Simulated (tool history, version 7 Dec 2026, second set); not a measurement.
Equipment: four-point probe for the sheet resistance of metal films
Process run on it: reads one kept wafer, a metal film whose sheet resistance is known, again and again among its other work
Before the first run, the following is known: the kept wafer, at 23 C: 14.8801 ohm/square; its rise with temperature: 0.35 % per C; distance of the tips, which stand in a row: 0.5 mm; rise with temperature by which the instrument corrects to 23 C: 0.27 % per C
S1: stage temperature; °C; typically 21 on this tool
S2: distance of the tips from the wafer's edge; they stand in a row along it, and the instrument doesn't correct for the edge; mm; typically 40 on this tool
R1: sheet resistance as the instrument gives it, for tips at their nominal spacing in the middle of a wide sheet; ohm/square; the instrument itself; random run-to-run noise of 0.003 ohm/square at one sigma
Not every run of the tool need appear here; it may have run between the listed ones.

run 1 hour=0 | S1=21 S2=40 | R1=14.852218
run 2 hour=10.5 | S1=21 S2=40 | R1=14.852765
run 3 hour=23.3 | S1=27 S2=40 | R1=14.919025
run 4 hour=46.7 | S1=21 S2=9 | R1=14.877986
run 5 hour=67.1 | S1=21 S2=9 | R1=14.875774
run 6 hour=77.3 | S1=21 S2=9 | R1=14.878296
-- hour=78.9 stage's thermometer calibrated
run 7 hour=102.8 | S1=21 S2=9 | R1=14.883523
run 8 hour=121 | S1=21 S2=16 | R1=14.859423
run 9 hour=131.2 | S1=21 S2=16 | R1=14.868453
run 10 hour=145.7 | S1=21 S2=16 | R1=14.863228
-- hour=156.7 stage's thermometer calibrated, once more
run 11 hour=166.2 | S1=24 S2=42 | R1=14.883826
run 12 hour=181.1 | S1=24 S2=42 | R1=14.885598
run 13 hour=201.9 | S1=34 S2=8 | R1=15.026641
run 14 hour=217.9 | S1=26 S2=14 | R1=14.917076
run 15 hour=241.4 | S1=33 S2=40 | R1=14.981467
run 16 hour=259.3 | S1=26 S2=39 | R1=14.909227
run 17 hour=281.9 | S1=24 S2=23 | R1=14.885413
run 18 hour=304.9 | S1=22 S2=26 | R1=14.863624
run 19 hour=325.3 | S1=22 S2=8 | R1=14.895034

5 ways to go on from here, each from the tool as it stands after run 19. What would each give?
run A hour=340.3 | S1=34 S2=47 | R1=?
run B hour=340.3 | S1=24 S2=15 | R1=?
run C hour=340.3 | S1=21 S2=3 | R1=?
run D hour=340.3 | S1=32 S2=40 | R1=?
run E hour=340.3 | S1=20 S2=21 | R1=?

run=A R1=14.999206
run=B R1=14.897845
run=C R1=15.070888
run=D R1=14.973782
run=E R1=14.846405
Stripped of hidden state, with their random variation kept, the same runs would have yielded:
run=A R1=15.003933
run=B R1=14.902308
run=C R1=15.075316
run=D R1=14.978455
run=E R1=14.850756
